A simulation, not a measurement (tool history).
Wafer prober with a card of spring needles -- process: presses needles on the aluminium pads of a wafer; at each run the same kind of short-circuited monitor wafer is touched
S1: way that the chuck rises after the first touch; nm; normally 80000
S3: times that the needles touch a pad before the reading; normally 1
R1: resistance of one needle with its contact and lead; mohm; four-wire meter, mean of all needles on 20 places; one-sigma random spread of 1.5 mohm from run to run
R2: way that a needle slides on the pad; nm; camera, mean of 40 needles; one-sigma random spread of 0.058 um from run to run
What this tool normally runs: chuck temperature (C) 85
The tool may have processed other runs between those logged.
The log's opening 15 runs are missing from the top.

{"hour": 99.6, "done": "tips cleaned on abrasive film"}
{"run": 16, "hour": 104.8, "S1": 80000, "chuck temperature (C)": 85, "S3": 3, "R1": 144, "R2": 15280}
{"run": 17, "hour": 109.9, "S1": 80000, "chuck temperature (C)": 85, "S3": 3, "R1": 143, "R2": 15360}
{"run": 18, "hour": 114.8, "S1": 69000, "chuck temperature (C)": 85, "S3": 1, "R1": 165, "R2": 13180}
{"hour": 119.5, "done": "tips cleaned on abrasive film"}
{"run": 19, "hour": 119.5, "S1": 69000, "chuck temperature (C)": 85, "S3": 1, "R1": 142, "R2": 13120}
{"run": 20, "hour": 126.9, "S1": 69000, "chuck temperature (C)": 85, "S3": 1, "R1": 157, "R2": 13200}
{"run": 21, "hour": 130.8, "S1": 80000, "chuck temperature (C)": 85, "S3": 3, "R1": 144, "R2": 15380}
{"hour": 139.5, "done": "tips cleaned on abrasive film"}
{"run": 22, "hour": 140.0, "S1": 80000, "chuck temperature (C)": 85, "S3": 3, "R1": 140, "R2": 15230}
{"run": 23, "hour": 144.5, "S1": 62000, "chuck temperature (C)": 85, "S3": 3, "R1": 149, "R2": 11810}
{"run": 24, "hour": 148.7, "S1": 62000, "chuck temperature (C)": 85, "S3": 3, "R1": 152, "R2": 11810}
{"run": 25, "hour": 157.3, "S1": 62000, "chuck temperature (C)": 85, "S3": 3, "R1": 155, "R2": 11860}
{"hour": 159.0, "done": "tips cleaned on abrasive film"}
{"run": 26, "hour": 163.2, "S1": 84000, "chuck temperature (C)": 82, "S3": 2, "R1": 143, "R2": 16090}
{"run": 27, "hour": 171.8, "S1": 84000, "chuck temperature (C)": 82, "S3": 2, "R1": 149, "R2": 16020}
{"run": 28, "hour": 175.6, "S1": 84000, "chuck temperature (C)": 82, "S3": 2, "R1": 147, "R2": 16050}
{"hour": 178.9, "done": "tips cleaned on abrasive film"}
{"run": 29, "hour": 183.3, "S1": 91000, "chuck temperature (C)": 28, "S3": 2, "R1": 134, "R2": 17330}
{"run": 30, "hour": 187.2, "S1": 79000, "chuck temperature (C)": 28, "S3": 2, "R1": 140, "R2": 15170}
{"run": 31, "hour": 191.0, "S1": 64000, "chuck temperature (C)": 97, "S3": 2, "R1": 160, "R2": 12160}
{"run": 32, "hour": 196.8, "S1": 66000, "chuck temperature (C)": 104, "S3": 2, "R1": 161, "R2": 12420}
{"hour": 198.7, "done": "tips cleaned on abrasive film"}
{"run": 33, "hour": 204.2, "S1": 64000, "chuck temperature (C)": 85, "S3": 2, "R1": 153, "R2": 12160}
{"run": 34, "hour": 213.4, "S1": 63000, "chuck temperature (C)": 84, "S3": 2, "R1": 159, "R2": 11780}
{"hour": 218.8, "done": "tips cleaned on abrasive film"}
{"run": 35, "hour": 219.9, "S1": 63000, "chuck temperature (C)": 84, "S3": 2, "R1": 148, "R2": 11840}
{"run": 36, "hour": 225.2, "S1": 63000, "chuck temperature (C)": 118, "S3": 3, "R1": 154, "R2": 11930}

3 options for the next run, each taken on its own from the tool as it stands now. Forecast them:
{"run": "A", "hour": 230.9, "S1": 63000, "chuck temperature (C)": 46, "S3": 3, "R1": "?", "R2": "?"}
{"run": "B", "hour": 230.9, "S1": 82000, "chuck temperature (C)": 118, "S3": 3, "R1": "?", "R2": "?"}
{"run": "C", "hour": 230.9, "S1": 86000, "chuck temperature (C)": 118, "S3": 3, "R1": "?", "R2": "?"}

run=A R1=147 R2=12010
run=B R1=149 R2=15560
run=C R1=148 R2=16490
Without the tool's unlogged condition, the same runs would have read:
run=A R1=136 R2=12280
run=B R1=143 R2=15820
run=C R1=143 R2=16750
